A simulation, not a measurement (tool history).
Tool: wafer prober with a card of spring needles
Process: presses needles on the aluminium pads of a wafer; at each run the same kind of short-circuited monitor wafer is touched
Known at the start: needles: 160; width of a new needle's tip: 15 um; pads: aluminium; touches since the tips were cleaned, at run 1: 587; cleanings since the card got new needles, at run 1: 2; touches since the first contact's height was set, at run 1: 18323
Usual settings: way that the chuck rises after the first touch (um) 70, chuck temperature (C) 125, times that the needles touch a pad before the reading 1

run   hour  way that the chuck rises after the first touch (um)  chuck temperature (C)  times that the needles touch a pad before the reading  touches since the tips were cleaned  cleanings since the card got new needles  touches since the first contact's height was set  resistance of one needle with its contact and lead (mohm)  way that a needle slides on the pad (um)
  1    0.0                                                   70                    125                                                      1                                  587                                         2                                             18323                                                        220                                     12.54
  2    8.8                                                   55                    125                                                      1                                 3293                                         2                                             21029                                                        222                                      9.85
  3   18.2                                                   55                    125                                                      1                                 6212                                         2                                             23948                                                        222                                      9.81
      24.6  -- tips cleaned on abrasive film
  4   26.4                                                   51                    125                                                      1                                  570                                         3                                             26451                                                        221                                      9.12
  5   34.3                                                   51                    125                                                      2                                 2985                                         3                                             28866                                                        223                                      9.14
  6   47.7                                                   70                    125                                                      1                                 7127                                         3                                             33008                                                        217                                     12.49
      50.9  -- tips cleaned on abrasive film
  7   58.7                                                   70                    125                                                      1                                 2407                                         4                                             36367                                                        220                                     12.50
  8   71.9                                                   70                    125                                                      1                                 6490                                         4                                             40450                                                        220                                     12.50
      77.4  -- tips cleaned on abrasive film
  9   80.0                                                   70                    125                                                      1                                  786                                         5                                             42908                                                        219                                     12.49
 10   86.0                                                   70                    125                                                      1                                 2635                                         5                                             44757                                                        215                                     12.45
 11   94.4                                                   70                    125                                                      1                                 5234                                         5                                             47356                                                        219                                     12.50
 12  101.8                                                   70                    125                                                      1                                 7515                                         5                                             49637                                                        216                                     12.46
     103.1  -- tips cleaned on abrasive film
 13  108.7                                                   70                    125                                                      1                                 1708                                         6                                             51731                                                        222                                     12.46
 14  116.3                                                   70                    125                                                      1                                 4069                                         6                                             54092                                                        218                                     12.46
 15  127.0                                                   84                    125                                                      2                                 7365                                         6                                             57388                                                        218                                     14.93
     129.7  -- tips cleaned on abrasive film
 16  140.5                                                   84                    125                                                      2                                 3347                                         7                                             61523                                                        220                                     14.87
 17  154.6                                                   84                    125                                                      2                                 7701                                         7                                             65877                                                        217                                     14.88
     155.8  -- tips cleaned on abrasive film
 18  163.2                                                   80                    125                                                      2                                 2294                                         8                                             68500                                                        217                                     14.17
 19  171.3                                                   69                     40                                                      1                                 4796                                         8                                             71002                                                        204                                     12.21

3 ways to go on from here, each from the tool as it stands after run 19. What would each give?
  A  179.3                                                   69                     55                                                      1                                 7259                                         8                                             73465                                                          ?                                         ?
  B  179.3                                                   69                     73                                                      1                                 7259                                         8                                             73465                                                          ?                                         ?
  C  179.3                                                   53                     58                                                      1                                 7259                                         8                                             73465                                                          ?                                         ?

run  resistance of one needle with its contact and lead (mohm)  way that a needle slides on the pad (um)
  A                                                        204                                     12.24
  B                                                        206                                     12.22
  C                                                        208                                      9.40
Without the tool's hidden state the same runs would have given:
run  resistance of one needle with its contact and lead (mohm)  way that a needle slides on the pad (um)
  A                                                        203                                     12.36
  B                                                        205                                     12.34
  C                                                        206                                      9.49
